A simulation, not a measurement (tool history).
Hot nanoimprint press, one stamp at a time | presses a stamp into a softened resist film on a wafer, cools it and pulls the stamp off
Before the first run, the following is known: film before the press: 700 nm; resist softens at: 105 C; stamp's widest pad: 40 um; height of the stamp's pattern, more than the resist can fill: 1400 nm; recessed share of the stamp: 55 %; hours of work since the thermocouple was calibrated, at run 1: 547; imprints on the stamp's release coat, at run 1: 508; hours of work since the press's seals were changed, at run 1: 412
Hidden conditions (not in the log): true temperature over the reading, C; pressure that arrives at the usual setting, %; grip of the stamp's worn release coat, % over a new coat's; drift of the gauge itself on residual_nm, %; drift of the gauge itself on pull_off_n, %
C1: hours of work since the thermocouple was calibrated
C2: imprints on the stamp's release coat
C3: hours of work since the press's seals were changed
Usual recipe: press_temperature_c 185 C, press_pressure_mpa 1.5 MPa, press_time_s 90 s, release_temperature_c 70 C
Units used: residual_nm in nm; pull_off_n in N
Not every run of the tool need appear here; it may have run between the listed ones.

run 1 day=0 | press_temperature_c=185 press_pressure_mpa=1.5 press_time_s=90 release_temperature_c=70 | C1=547 C2=508 C3=412 | residual_nm=305.4 pull_off_n=265
run 2 day=0.608 | press_temperature_c=185 press_pressure_mpa=1.54 press_time_s=90 release_temperature_c=70 | C1=558 C2=575 C3=424 | residual_nm=303.5 pull_off_n=267
run 3 day=0.983 | press_temperature_c=185 press_pressure_mpa=1.54 press_time_s=90 release_temperature_c=70 | C1=566 C2=616 C3=431 | residual_nm=303.2 pull_off_n=271
-- day=1.142 plate thermocouple calibrated
run 4 day=1.592 | press_temperature_c=185 press_pressure_mpa=1.5 press_time_s=90 release_temperature_c=70 | C1=8 C2=670 C3=440 | residual_nm=299.5 pull_off_n=268
-- day=2.379 stamp cleaned and given a new release coat
run 5 day=2.512 | press_temperature_c=185 press_pressure_mpa=1.5 press_time_s=90 release_temperature_c=65 | C1=21 C2=15 C3=452 | residual_nm=301.2 pull_off_n=245
run 6 day=2.929 | press_temperature_c=185 press_pressure_mpa=1.5 press_time_s=53 release_temperature_c=70 | C1=29 C2=61 C3=460 | residual_nm=357.5 pull_off_n=225
run 7 day=3.442 | press_temperature_c=185 press_pressure_mpa=1.5 press_time_s=53 release_temperature_c=70 | C1=38 C2=117 C3=470 | residual_nm=358.4 pull_off_n=235
run 8 day=3.917 | press_temperature_c=191 press_pressure_mpa=1.5 press_time_s=90 release_temperature_c=70 | C1=47 C2=170 C3=478 | residual_nm=260.7 pull_off_n=235
run 9 day=4.467 | press_temperature_c=191 press_pressure_mpa=1.5 press_time_s=90 release_temperature_c=70 | C1=58 C2=230 C3=489 | residual_nm=260.1 pull_off_n=233
run 10 day=4.842 | press_temperature_c=191 press_pressure_mpa=1.5 press_time_s=90 release_temperature_c=70 | C1=65 C2=272 C3=496 | residual_nm=261.7 pull_off_n=240
run 11 day=5.271 | press_temperature_c=185 press_pressure_mpa=1.5 press_time_s=90 release_temperature_c=70 | C1=73 C2=319 C3=504 | residual_nm=301.8 pull_off_n=244
run 12 day=5.683 | press_temperature_c=190 press_pressure_mpa=1.5 press_time_s=90 release_temperature_c=70 | C1=80 C2=365 C3=512 | residual_nm=265.5 pull_off_n=249
run 13 day=6.167 | press_temperature_c=190 press_pressure_mpa=1.5 press_time_s=90 release_temperature_c=70 | C1=89 C2=418 C3=521 | residual_nm=267.5 pull_off_n=258
run 14 day=6.667 | press_temperature_c=190 press_pressure_mpa=1.5 press_time_s=90 release_temperature_c=70 | C1=99 C2=473 C3=530 | residual_nm=266.6 pull_off_n=260
run 15 day=7.158 | press_temperature_c=193 press_pressure_mpa=1.5 press_time_s=90 release_temperature_c=70 | C1=108 C2=528 C3=539 | residual_nm=249.6 pull_off_n=263
run 16 day=7.792 | press_temperature_c=176 press_pressure_mpa=1.5 press_time_s=51 release_temperature_c=70 | C1=120 C2=598 C3=551 | residual_nm=447.9 pull_off_n=269
run 17 day=8.396 | press_temperature_c=176 press_pressure_mpa=1.5 press_time_s=51 release_temperature_c=70 | C1=131 C2=665 C3=562 | residual_nm=446.3 pull_off_n=273
-- day=9.25 stamp cleaned and given a new release coat
run 18 day=9.296 | press_temperature_c=185 press_pressure_mpa=1.5 press_time_s=90 release_temperature_c=61 | C1=143 C2=5 C3=574 | residual_nm=303.2 pull_off_n=262
run 19 day=9.758 | press_temperature_c=195 press_pressure_mpa=1.66 press_time_s=90 release_temperature_c=74 | C1=152 C2=56 C3=583 | residual_nm=226 pull_off_n=202
run 20 day=10.333 | press_temperature_c=195 press_pressure_mpa=1.66 press_time_s=90 release_temperature_c=74 | C1=163 C2=120 C3=594 | residual_nm=224.9 pull_off_n=213
run 21 day=10.842 | press_temperature_c=177 press_pressure_mpa=1.44 press_time_s=90 release_temperature_c=64 | C1=172 C2=176 C3=603 | residual_nm=378.3 pull_off_n=265
run 22 day=11.15 | press_temperature_c=182 press_pressure_mpa=1.5 press_time_s=90 release_temperature_c=60 | C1=178 C2=210 C3=609 | residual_nm=327.4 pull_off_n=295
run 23 day=11.792 | press_temperature_c=185 press_pressure_mpa=1.1 press_time_s=73 release_temperature_c=58 | C1=190 C2=281 C3=621 | residual_nm=381 pull_off_n=301
run 24 day=12.338 | press_temperature_c=185 press_pressure_mpa=1.54 press_time_s=60 release_temperature_c=70 | C1=200 C2=341 C3=631 | residual_nm=344.1 pull_off_n=245
run 25 day=12.783 | press_temperature_c=185 press_pressure_mpa=1.54 press_time_s=60 release_temperature_c=70 | C1=208 C2=390 C3=640 | residual_nm=344.5 pull_off_n=254
run 26 day=13.292 | press_temperature_c=193 press_pressure_mpa=1.49 press_time_s=90 release_temperature_c=58 | C1=218 C2=447 C3=649 | residual_nm=250.9 pull_off_n=322
run 27 day=13.729 | press_temperature_c=183 press_pressure_mpa=1.5 press_time_s=48 release_temperature_c=70 | C1=226 C2=495 C3=657 | residual_nm=390.6 pull_off_n=259
run 28 day=14.379 | press_temperature_c=188 press_pressure_mpa=1.5 press_time_s=101 release_temperature_c=70 | C1=238 C2=567 C3=669 | residual_nm=271.3 pull_off_n=257
run 29 day=15.029 | press_temperature_c=180 press_pressure_mpa=2.36 press_time_s=90 release_temperature_c=62 | C1=250 C2=639 C3=682 | residual_nm=273.4 pull_off_n=322

Hidden state or all else? Some run-to-run changes of residual_nm, split into what the settings, what came in and random variation would give without the hidden state, and what is left for the hidden state (with any gauge scatter that isn't in both results):
Run 3 -> 4: press_pressure_mpa 1.54 -> 1.5, plate thermocouple calibrated. residual_nm -3.7 nm: hidden state -7.8, all else +4.1.
Run 15 -> 16: press_temperature_c 193 -> 176, press_time_s 90 -> 51. residual_nm +198.3 nm: hidden state +2.3, all else +196.
Run 20 -> 21: press_temperature_c 195 -> 177, press_pressure_mpa 1.66 -> 1.44, release_temperature_c 74 -> 64. residual_nm +153.4 nm: hidden state +2.4, all else +151.
Run 28 -> 29: press_temperature_c 188 -> 180, press_pressure_mpa 1.5 -> 2.36, press_time_s 101 -> 90, release_temperature_c 70 -> 62. residual_nm +2.1 nm: hidden state +3.8, all else -1.7.

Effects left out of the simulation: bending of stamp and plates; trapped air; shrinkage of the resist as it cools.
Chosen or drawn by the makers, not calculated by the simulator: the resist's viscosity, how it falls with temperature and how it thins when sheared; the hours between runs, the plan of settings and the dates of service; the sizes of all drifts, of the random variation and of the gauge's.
